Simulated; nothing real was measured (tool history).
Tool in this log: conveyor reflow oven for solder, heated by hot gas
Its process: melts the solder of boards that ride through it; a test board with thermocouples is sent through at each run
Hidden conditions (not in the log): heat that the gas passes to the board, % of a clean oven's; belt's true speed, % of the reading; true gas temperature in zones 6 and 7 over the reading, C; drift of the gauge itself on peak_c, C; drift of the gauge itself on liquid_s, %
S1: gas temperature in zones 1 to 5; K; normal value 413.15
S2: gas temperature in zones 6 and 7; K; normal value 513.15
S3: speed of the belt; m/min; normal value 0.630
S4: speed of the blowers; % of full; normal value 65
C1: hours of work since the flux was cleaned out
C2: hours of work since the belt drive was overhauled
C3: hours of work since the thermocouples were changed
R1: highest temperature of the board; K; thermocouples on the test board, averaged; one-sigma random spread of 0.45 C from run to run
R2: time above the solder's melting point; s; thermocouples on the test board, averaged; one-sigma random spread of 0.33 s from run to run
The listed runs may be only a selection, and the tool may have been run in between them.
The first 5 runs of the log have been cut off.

run 6 hour=44.3 | S1=402.15 S2=513.15 S3=0.630 S4=65 | C1=234 C2=190 C3=853 | R1=485.75 R2=36.5
run 7 hour=54.9 | S1=402.15 S2=513.15 S3=0.630 S4=65 | C1=242 C2=198 C3=861 | R1=485.95 R2=36.5
run 8 hour=63.8 | S1=402.15 S2=524.15 S3=0.630 S4=65 | C1=248 C2=204 C3=867 | R1=494.85 R2=42.1
run 9 hour=74.3 | S1=402.15 S2=524.15 S3=0.630 S4=65 | C1=255 C2=211 C3=874 | R1=495.25 R2=42.5
-- hour=81.6 thermocouples of zones 6 and 7 changed
run 10 hour=84.2 | S1=402.15 S2=524.15 S3=0.630 S4=65 | C1=261 C2=217 C3=2 | R1=495.15 R2=42.6
run 11 hour=91.6 | S1=402.15 S2=524.15 S3=0.630 S4=65 | C1=266 C2=222 C3=7 | R1=495.35 R2=42.2
run 12 hour=102.5 | S1=402.15 S2=524.15 S3=0.630 S4=65 | C1=273 C2=229 C3=15 | R1=495.85 R2=42.0
run 13 hour=113.1 | S1=402.15 S2=524.15 S3=0.630 S4=65 | C1=281 C2=237 C3=22 | R1=495.25 R2=42.4
run 14 hour=121.6 | S1=402.15 S2=520.15 S3=0.630 S4=65 | C1=287 C2=243 C3=28 | R1=492.05 R2=40.6
run 15 hour=128.5 | S1=402.15 S2=520.15 S3=0.630 S4=65 | C1=292 C2=247 C3=33 | R1=491.85 R2=40.1
run 16 hour=135.0 | S1=419.15 S2=502.15 S3=0.630 S4=65 | C1=296 C2=252 C3=37 | R1=481.85 R2=38.1
run 17 hour=145.8 | S1=413.15 S2=513.15 S3=0.630 S4=51 | C1=304 C2=260 C3=45 | R1=484.65 R2=37.3
run 18 hour=156.8 | S1=413.15 S2=513.15 S3=0.630 S4=51 | C1=311 C2=267 C3=52 | R1=484.85 R2=37.9
run 19 hour=168.2 | S1=413.15 S2=526.15 S3=0.630 S4=84 | C1=319 C2=275 C3=60 | R1=504.15 R2=50.2
run 20 hour=178.6 | S1=413.15 S2=526.15 S3=0.630 S4=84 | C1=326 C2=282 C3=68 | R1=504.35 R2=49.2
run 21 hour=190.0 | S1=403.15 S2=502.15 S3=0.745 S4=84 | C1=334 C2=290 C3=76 | R1=476.05 R2=24.1
run 22 hour=198.5 | S1=403.15 S2=502.15 S3=0.745 S4=84 | C1=340 C2=296 C3=82 | R1=475.35 R2=24.0
run 23 hour=209.7 | S1=403.15 S2=502.15 S3=0.745 S4=84 | C1=348 C2=304 C3=89 | R1=475.45 R2=23.9
run 24 hour=216.5 | S1=415.15 S2=520.15 S3=0.745 S4=84 | C1=353 C2=309 C3=94 | R1=492.55 R2=37.1
run 25 hour=223.0 | S1=413.15 S2=505.15 S3=0.511 S4=83 | C1=357 C2=313 C3=99 | R1=492.25 R2=55.6
run 26 hour=234.7 | S1=413.15 S2=505.15 S3=0.630 S4=65 | C1=366 C2=321 C3=107 | R1=481.75 R2=37.3
-- hour=249.1 flux residue cleaned out of gas plates and filters
run 27 hour=250.4 | S1=413.15 S2=505.15 S3=0.630 S4=65 | C1=1 C2=329 C3=114 | R1=482.65 R2=37.3
run 28 hour=260.6 | S1=413.15 S2=505.15 S3=0.630 S4=65 | C1=8 C2=336 C3=121 | R1=481.55 R2=37.8
run 29 hour=267.1 | S1=413.15 S2=505.15 S3=0.630 S4=65 | C1=13 C2=341 C3=126 | R1=482.25 R2=37.4
run 30 hour=273.7 | S1=413.15 S2=513.15 S3=0.504 S4=65 | C1=17 C2=345 C3=130 | R1=496.95 R2=58.9

Forecast each of these 5 alternatives for the next run:
run A hour=283.3 | S1=419.15 S2=522.15 S3=0.726 S4=65 | C1=24 C2=352 C3=137 | R1=? R2=?
run B hour=283.3 | S1=413.15 S2=502.15 S3=0.670 S4=76 | C1=24 C2=352 C3=137 | R1=? R2=?
run C hour=283.3 | S1=413.15 S2=513.15 S3=0.650 S4=65 | C1=24 C2=352 C3=137 | R1=? R2=?
run D hour=283.3 | S1=414.15 S2=508.15 S3=0.601 S4=65 | C1=24 C2=352 C3=137 | R1=? R2=?
run E hour=283.3 | S1=424.15 S2=502.15 S3=0.551 S4=65 | C1=24 C2=352 C3=137 | R1=? R2=?

run=A R1=491.05 R2=38.2
run=B R1=480.15 R2=32.5
run=C R1=488.25 R2=39.4
run=D R1=486.25 R2=42.5
run=E R1=486.95 R2=50.6
Had the tool no hidden state, the same runs would have come out as:
run=A R1=491.05 R2=38.2
run=B R1=480.15 R2=32.5
run=C R1=488.25 R2=39.4
run=D R1=486.25 R2=42.5
run=E R1=486.95 R2=50.6
